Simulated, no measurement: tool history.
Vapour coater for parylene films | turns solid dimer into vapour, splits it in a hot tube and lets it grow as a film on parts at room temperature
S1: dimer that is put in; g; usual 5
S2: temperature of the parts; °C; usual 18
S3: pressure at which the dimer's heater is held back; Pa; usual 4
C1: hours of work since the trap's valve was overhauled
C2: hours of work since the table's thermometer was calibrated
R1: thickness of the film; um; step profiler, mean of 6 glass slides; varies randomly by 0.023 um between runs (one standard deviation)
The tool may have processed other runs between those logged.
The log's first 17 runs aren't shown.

run    hour  S1  S2    S3   C1   C2    R1
 18   733.4   5  18     4  145  495  1.28
 19   791.7   5  22     4  195  544  1.11
 20   834.5   2  19   2.4  231  580  0.52
 21   880.9   8  19  3.26  270  620  2.08
 22   941.5   8  19  3.26  321  671  2.14
 23   979.2   2  10  5.02  353  703  0.64
 24  1025.5   2  10  5.02  393  742  0.68
     1051.5  -- trap's valve overhauled
 25  1062.8   2  10  5.02   10  770  0.64
 26  1115.7   5  16   6.3   54  815  1.28
 27  1150.1   5  24  3.45   83  844  1.08
     1177.1  -- table's thermometer calibrated
 28  1212.8   5  24  3.45  136   30  1.08
 29  1273.7   2  29  3.08  187   82  0.35
 30  1307.3   2  29  6.47  216  110  0.31
 31    1357   5  28     4  258  152  0.92
 32  1412.7   5  28     4  305  199  0.91
 33  1439.9   3  18     4  328  222  0.77

What if the next run were any one of these 3? Each begins from the tool's condition after run 33:
  A  1499   3  12  11.29  378  272   ?
  B  1499   5  15   6.21  378  272   ?
  C  1499   5  18   2.57  378  272   ?

run    R1
  A  0.76
  B  1.33
  C  1.41
Without the tool's hidden state the same runs would have given:
run    R1
  A  0.77
  B  1.34
  C  1.42
